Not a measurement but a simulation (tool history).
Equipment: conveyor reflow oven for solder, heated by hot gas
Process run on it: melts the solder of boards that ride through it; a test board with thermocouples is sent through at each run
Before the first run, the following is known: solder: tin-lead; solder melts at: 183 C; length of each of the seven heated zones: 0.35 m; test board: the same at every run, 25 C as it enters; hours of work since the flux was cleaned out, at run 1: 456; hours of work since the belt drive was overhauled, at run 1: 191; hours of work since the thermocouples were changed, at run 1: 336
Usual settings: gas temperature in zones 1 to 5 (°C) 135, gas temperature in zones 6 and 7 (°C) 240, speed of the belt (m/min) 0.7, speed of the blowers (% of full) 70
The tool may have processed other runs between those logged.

run,hour,gas temperature in zones 1 to 5 (°C),gas temperature in zones 6 and 7 (°C),speed of the belt (m/min),speed of the blowers (% of full),hours of work since the flux was cleaned out,hours of work since the belt drive was overhauled,hours of work since the thermocouples were changed,highest temperature of the board (°C),time above the solder's melting point (s)
1,0,135,240,0.7,70,456,191,336,214.9,42
2,7.9,135,240,0.7,70,461,196,341,215.4,41.6
3,15.7,135,240,0.7,70,466,201,346,215,42
4,20.6,135,240,0.7,70,469,204,349,215.3,41.9
5,26,135,240,0.748,70,473,208,353,211.7,36.8
6,33.4,135,240,0.748,70,477,212,358,212.1,36.7
7,38.9,135,240,0.748,70,481,216,361,212.3,36.6
# hour 43.4: belt drive overhauled, speed set with a stopwatch
8,54.2,135,240,0.748,70,488,7,368,212.2,36.9
# hour 60.9: flux residue cleaned out of gas plates and filters
9,69,135,240,0.748,70,5,13,375,215.1,39.5
10,76.5,135,240,0.7,72,10,18,379,218.7,44.1
11,87.6,121,244,0.789,65,17,25,387,210,30.5
12,94.4,146,235,0.7,70,22,30,391,216.2,46.5
13,101.2,134,243,0.7,70,26,34,395,220.8,45.2
# hour 105.8: belt drive overhauled, speed set with a stopwatch, once more
14,115.7,134,243,0.7,70,33,6,402,219.8,44.3
15,123.9,142,228,0.704,58,38,12,407,205.5,35.3
16,129.4,141,228,0.655,58,41,15,411,207.6,40.2
17,138.7,148,253,0.715,71,47,21,417,230.6,52.7
18,145.2,148,253,0.715,71,52,25,421,230.5,52.8

Table of differences, measured result less the result of that run with no hidden state. Run-to-run variation is the same in both. Gauge scatter possibly is not:
Hidden state present: heat that the gas passes to the board, % of a clean oven's; belt's true speed, % of the reading; true gas temperature in zones 6 and 7 over the reading, C; drift of the gauge itself on peak_c, C; drift of the gauge itself on liquid_s, %.
run,highest temperature of the board (°C),time above the solder's melting point (s)
1,-1.7,-1.3
2,-1.7,-1.3
3,-1.7,-1.3
4,-1.7,-1.3
5,-2,-1.6
6,-1.9,-1.5
7,-2,-1.5
8,-2,-1.5
9,+1.1,+0.9
10,+1.1,+1
11,+1,+0.9
12,+1.1,+0.9
13,+1.1,+0.9
14,+0.8,+0.4
15,+0.8,+0.7
16,+0.8,+0.7
17,+0.7,+0.4
18,+0.8,+0.4
